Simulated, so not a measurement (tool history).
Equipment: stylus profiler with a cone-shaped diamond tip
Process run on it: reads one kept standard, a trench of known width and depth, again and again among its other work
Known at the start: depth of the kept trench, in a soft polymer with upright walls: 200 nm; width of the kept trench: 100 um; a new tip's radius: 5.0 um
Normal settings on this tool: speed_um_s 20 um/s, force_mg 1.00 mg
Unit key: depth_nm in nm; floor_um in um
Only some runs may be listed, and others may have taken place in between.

run    hour  speed_um_s  force_mg  depth_nm  floor_um
  1     0.0          20      1.00    200.80     97.13
  2    76.3          20      1.00    200.84     97.08
  3   138.7          20      1.00    200.77     97.12
  4   217.4          20      1.00    200.67     97.15
  5   300.2          40      1.00    200.85     97.06
  6   359.4          20      1.00    200.76     97.11
  7   448.9          80      1.00    200.87     96.86
  8   526.9          80      1.00    200.87     96.94
  9   597.4          27      1.00    200.58     97.10
 10   702.6          20      2.60    201.83     97.14
 11   788.9          20      2.60    201.62     97.10
 12   876.6          20      0.78    200.97     97.09
 13   984.9          20      0.78    200.63     97.09
 14  1035.6          75      2.43    201.56     97.04
 15  1106.4          18      1.27    200.98     97.15
 16  1216.7          71      1.27    201.09     96.99
 17  1282.4          71      1.27    201.04     97.01
 18  1371.8          48      2.26    201.45     97.02
 19  1456.1          20      1.88    201.27     97.13
 20  1505.5           8      1.70    201.18     97.13
 21  1614.0           8      1.70    201.31     97.30
 22  1718.8          33      0.93    200.81     97.04
 23  1832.8          33      0.93    200.80     97.08
 24  1910.0          33      0.93    200.69     97.07
 25  1977.1          37      0.88    200.82     97.02
 26  2090.4          37      0.88    200.73     97.01

What if the next run were any one of these 5? Each begins from the tool's condition after run 26:
  A  2198.4          22      0.53         ?         ?
  B  2198.4          15      0.50         ?         ?
  C  2198.4          14      2.56         ?         ?
  D  2198.4          19      1.03         ?         ?
  E  2198.4          20      2.49         ?         ?

run  depth_nm  floor_um
  A    200.36     97.06
  B    200.43     97.10
  C    201.44     97.11
  D    200.73     97.13
  E    201.70     97.13
With the hidden condition removed and each run's random variation left untouched, the same runs would have given:
run  depth_nm  floor_um
  A    200.40     97.08
  B    200.47     97.11
  C    201.48     97.12
  D    200.77     97.15
  E    201.74     97.14

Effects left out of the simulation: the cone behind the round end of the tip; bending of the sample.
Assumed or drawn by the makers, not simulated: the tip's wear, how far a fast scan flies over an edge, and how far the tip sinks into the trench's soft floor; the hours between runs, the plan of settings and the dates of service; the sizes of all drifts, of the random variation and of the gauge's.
